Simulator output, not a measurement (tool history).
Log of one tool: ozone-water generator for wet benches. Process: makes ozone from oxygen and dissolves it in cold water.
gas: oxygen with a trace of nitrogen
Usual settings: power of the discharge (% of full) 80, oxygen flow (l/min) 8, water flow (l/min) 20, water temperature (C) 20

| run | day | power of the discharge (% of full) | oxygen flow (l/min) | water flow (l/min) | water temperature (C) | dissolved ozone (ppm) | ozone in the gas ahead of the water (g/m3) |
|---|---|---|---|---|---|---|---|
| 1 | 0 | 80 | 8 | 20 | 20 | 32.6 | 287.9 |
| 2 | 1.112 | 80 | 8 | 20 | 20 | 32.6 | 292.5 |
| 3 | 2.154 | 80 | 8 | 16 | 20 | 36.7 | 292.5 |
| 4 | 3.688 | 80 | 7.84 | 20 | 20 | 32.5 | 290.3 |
| 5 | 5.288 | 80 | 7.84 | 20 | 20 | 31.7 | 293.1 |
| 6 | 6.667 | 80 | 7.84 | 20 | 20 | 32.1 | 290.6 |
| 7 | 8.267 | 80 | 8 | 20 | 20 | 32 | 287.6 |
| 8 | 9.412 | 80 | 8 | 20 | 20 | 32 | 287.2 |
| 9 | 10.096 | 80 | 8 | 20 | 20 | 32.3 | 285.8 |
| 10 | 11.092 | 72 | 4.62 | 23 | 18 | 26.7 | 334.7 |
| 11 | 12.508 | 81 | 10.7 | 23 | 23 | 28.4 | 258.7 |
| 12 | 13.925 | 80 | 10.97 | 28 | 20 | 26.7 | 253.9 |
| 13 | 15.271 | 54 | 8 | 20 | 24 | 23.7 | 230.7 |
| 14 | 16.079 | 56 | 10.28 | 14 | 15 | 34.9 | 212 |
| 15 | 17.517 | 95 | 8 | 17 | 20 | 39.2 | 318 |
| 16 | 18.729 | 95 | 8.62 | 17 | 20 | 38.7 | 307.1 |
| 17 | 19.583 | 49 | 8 | 20 | 21 | 23.5 | 216.5 |
| 18 | 20.808 | 49 | 8 | 20 | 21 | 23.7 | 216.2 |

4 ways to go on from here, each from the tool as it stands after run 18. What would each give?
| A | 21.725 | 80 | 13.86 | 13 | 23 | ? | ? |
| B | 21.725 | 96 | 7.43 | 20 | 20 | ? | ? |
| C | 21.725 | 80 | 8 | 12 | 20 | ? | ? |
| D | 21.725 | 49 | 6.07 | 19 | 16 | ? | ? |

| run | dissolved ozone (ppm) | ozone in the gas ahead of the water (g/m3) |
|---|---|---|
| A | 35 | 231.2 |
| B | 35.3 | 327.1 |
| C | 41.9 | 286.2 |
| D | 26.3 | 243.5 |
Without the tool's hidden state the same runs would have given:
| run | dissolved ozone (ppm) | ozone in the gas ahead of the water (g/m3) |
|---|---|---|
| A | 38.3 | 237 |
| B | 38.9 | 336.1 |
| C | 45.7 | 293.3 |
| D | 28.7 | 248 |

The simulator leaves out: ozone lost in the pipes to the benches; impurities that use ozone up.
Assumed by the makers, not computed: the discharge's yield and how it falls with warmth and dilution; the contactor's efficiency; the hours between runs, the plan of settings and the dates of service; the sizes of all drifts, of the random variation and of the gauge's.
